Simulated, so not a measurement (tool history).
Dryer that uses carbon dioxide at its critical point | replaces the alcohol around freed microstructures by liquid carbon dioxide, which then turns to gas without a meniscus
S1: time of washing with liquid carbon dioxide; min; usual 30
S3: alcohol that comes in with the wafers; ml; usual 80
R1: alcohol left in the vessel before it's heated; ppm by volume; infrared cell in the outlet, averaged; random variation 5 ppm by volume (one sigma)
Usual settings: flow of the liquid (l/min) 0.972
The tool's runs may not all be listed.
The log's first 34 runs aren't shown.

Run 35, hour 748.0: usual settings but S1 35 min, flow of the liquid (l/min) 1.123, S3 33 ml. Result: R1 42 ppm by volume.
Run 36, hour 777.6: usual settings but S1 35 min, flow of the liquid (l/min) 1.123, S3 33 ml. Result: R1 52 ppm by volume.
Run 37, hour 796.0: usual settings but S1 46 min, flow of the liquid (l/min) 0.693, S3 61 ml. Result: R1 71 ppm by volume.
Run 38, hour 811.4: usual settings but S1 46 min, flow of the liquid (l/min) 0.693, S3 61 ml. Result: R1 56 ppm by volume.
Run 39, hour 831.2: usual settings but S1 46 min, flow of the liquid (l/min) 0.693, S3 61 ml. Result: R1 62 ppm by volume.
Run 40, hour 857.9: usual settings but S1 28 min, flow of the liquid (l/min) 0.836, S3 100 ml. Result: R1 165 ppm by volume.
Run 41, hour 871.2: usual settings but S1 28 min, S3 32 ml. Result: R1 68 ppm by volume.
Run 42, hour 894.4: usual settings but S1 36 min, S3 50 ml. Result: R1 53 ppm by volume.

Forecast each of these 3 alternatives for the next run:
Run A, hour 913.6: usual settings but S1 45 min, flow of the liquid (l/min) 1.027, S3 85 ml. Result: R1 ?.
Run B, hour 913.6: usual settings but S1 36 min, flow of the liquid (l/min) 1.039, S3 64 ml. Result: R1 ?.
Run C, hour 913.6: usual settings but S1 29 min, flow of the liquid (l/min) 1.429, S3 106 ml. Result: R1 ?.

run  R1
  A  51
  B  51
  C  57
Without the tool's hidden state the same runs would have given:
run  R1
  A   6
  B   3
  C   9
